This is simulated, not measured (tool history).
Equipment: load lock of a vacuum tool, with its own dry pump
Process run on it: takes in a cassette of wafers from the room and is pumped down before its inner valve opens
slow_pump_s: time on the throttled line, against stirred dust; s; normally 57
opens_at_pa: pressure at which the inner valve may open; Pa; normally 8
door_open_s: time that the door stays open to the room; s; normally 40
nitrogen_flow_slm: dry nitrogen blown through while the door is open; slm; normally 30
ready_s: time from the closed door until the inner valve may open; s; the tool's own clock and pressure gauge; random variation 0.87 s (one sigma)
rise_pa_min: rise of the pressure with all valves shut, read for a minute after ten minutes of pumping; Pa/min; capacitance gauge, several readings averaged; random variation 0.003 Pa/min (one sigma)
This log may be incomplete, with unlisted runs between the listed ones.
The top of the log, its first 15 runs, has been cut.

run     hour  slow_pump_s  opens_at_pa  door_open_s  nitrogen_flow_slm  incoming humidity of the room's air, %  ready_s  rise_pa_min
 16   6857.8           57            8           40                  7                                    45.5    145.4        0.108
 17   7415.2           57            8           40                  7                                    40.2    146.0        0.107
 18   7837.4           49            8           40                 30                                    45.0    142.4        0.107
 19   8402.9           57            6           66                 18                                    44.6    151.1        0.123
 20   8847.2           57            8           61                 11                                    45.4    148.9        0.129
 21   9184.4           57           11           61                 26                                    44.5    146.2        0.124
 22   9686.2           57           11           61                 26                                    46.0    147.7        0.137
 23  10028.3           59            8           40                 43                                    46.5    153.3        0.136
 24  10602.3           59            8           40                 43                                    43.9    152.9        0.144
 25  10956.6           59           16           84                  7                                    48.1    143.1        0.165
 26  11309.4           59           16           84                  7                                    46.1    146.7        0.178
 27  11719.7           59            9          172                 23                                    43.6    154.4        0.171
     11907.7  -- door's seal changed, seat wiped
 28  12185.5           59            9          172                 23                                    43.6    155.3        0.018
 29  12748.0           78            7           32                 23                                    48.4    171.7        0.017
 30  13302.6           37            7           32                 23                                    40.9    146.8        0.011
 31  13998.7           37            7           32                 23                                    44.8    145.8        0.021
 32  14390.0           57            8           38                  6                                    44.8    157.1        0.032
 33  14767.6           35            8           60                 23                                    44.2    146.0        0.028
 34  15151.1           93            9          133                 28                                    45.3    182.7        0.031

Here are 4 independent what-if runs from the current tool condition. What would each one return?
     15509.8  -- dry pump taken out, an overhauled one fitted
  A  15515.7           34           12          133                 19                                    43.1        ?            ?
     15509.8  -- dry pump taken out, an overhauled one fitted
  B  15515.7           93            9           64                 28                                    44.8        ?            ?
     15509.8  -- dry pump taken out, an overhauled one fitted
  C  15515.7           57            8           40                  5                                    44.5        ?            ?
     15509.8  -- dry pump taken out, an overhauled one fitted
  D  15515.7           80            9           33                 25                                    46.1        ?            ?

run  ready_s  rise_pa_min
  A    116.6        0.033
  B    159.6        0.028
  C    135.7        0.037
  D    149.9        0.029
The same runs, with their run-to-run variation unchanged, on a tool lacking any hidden condition would have given:
run  ready_s  rise_pa_min
  A    116.9        0.018
  B    159.9        0.012
  C    136.1        0.021
  D    150.2        0.014
